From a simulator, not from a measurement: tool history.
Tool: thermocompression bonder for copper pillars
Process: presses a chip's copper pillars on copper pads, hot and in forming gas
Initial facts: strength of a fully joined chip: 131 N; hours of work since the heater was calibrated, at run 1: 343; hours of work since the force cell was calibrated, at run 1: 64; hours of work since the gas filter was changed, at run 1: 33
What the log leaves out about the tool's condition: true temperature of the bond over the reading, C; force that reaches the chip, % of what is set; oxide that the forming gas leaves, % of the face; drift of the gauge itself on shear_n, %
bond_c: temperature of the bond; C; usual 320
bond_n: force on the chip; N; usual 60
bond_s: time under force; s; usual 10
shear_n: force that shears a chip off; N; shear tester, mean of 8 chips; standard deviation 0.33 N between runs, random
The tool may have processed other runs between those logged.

| run | hour | bond_c | bond_n | bond_s | hours of work since the heater was calibrated | hours of work since the force cell was calibrated | hours of work since the gas filter was changed | shear_n |
|---|---|---|---|---|---|---|---|---|
| 1 | 0.0 | 320 | 60 | 10 | 343 | 64 | 33 | 82.0 |
| 2 | 7.2 | 320 | 60 | 10 | 347 | 69 | 37 | 82.4 |
| 3 | 11.2 | 320 | 64 | 10 | 349 | 71 | 39 | 84.7 |
| 4 | 17.8 | 320 | 64 | 10 | 353 | 74 | 43 | 85.4 |
| 5 | 27.1 | 320 | 60 | 14 | 358 | 80 | 48 | 90.5 |
| 6 | 31.3 | 320 | 60 | 14 | 360 | 82 | 50 | 90.6 |
| 7 | 37.9 | 320 | 60 | 14 | 364 | 86 | 54 | 90.1 |
| 8 | 44.6 | 320 | 60 | 14 | 368 | 90 | 58 | 90.1 |
| 9 | 50.1 | 320 | 60 | 14 | 371 | 93 | 61 | 90.3 |
| 10 | 59.3 | 337 | 74 | 9 | 376 | 98 | 66 | 99.0 |
| 11 | 65.7 | 346 | 53 | 18 | 380 | 101 | 70 | 109.5 |
| 12 | 74.5 | 346 | 88 | 18 | 385 | 106 | 74 | 119.7 |
| 13 | 82.1 | 320 | 50 | 9 | 389 | 111 | 79 | 73.8 |
| 14 | 91.1 | 320 | 61 | 8 | 394 | 116 | 84 | 77.2 |
| 15 | 99.6 | 329 | 72 | 6 | 399 | 120 | 89 | 83.0 |

What if the next run were any one of these 5? Each begins from the tool's condition after run 15:
| A | 104.6 | 333 | 72 | 21 | 402 | 123 | 91 | ? |
| B | 104.6 | 329 | 72 | 21 | 402 | 123 | 91 | ? |
| C | 104.6 | 301 | 36 | 21 | 402 | 123 | 91 | ? |
| D | 104.6 | 320 | 70 | 11 | 402 | 123 | 91 | ? |
| E | 104.6 | 315 | 60 | 6 | 402 | 123 | 91 | ? |

| run | shear_n |
|---|---|
| A | 111.5 |
| B | 109.8 |
| C | 68.1 |
| D | 89.3 |
| E | 66.5 |
With no hidden state in the tool, these same runs would have given:
| run | shear_n |
|---|---|
| A | 112.1 |
| B | 110.4 |
| C | 67.6 |
| D | 89.1 |
| E | 66.0 |
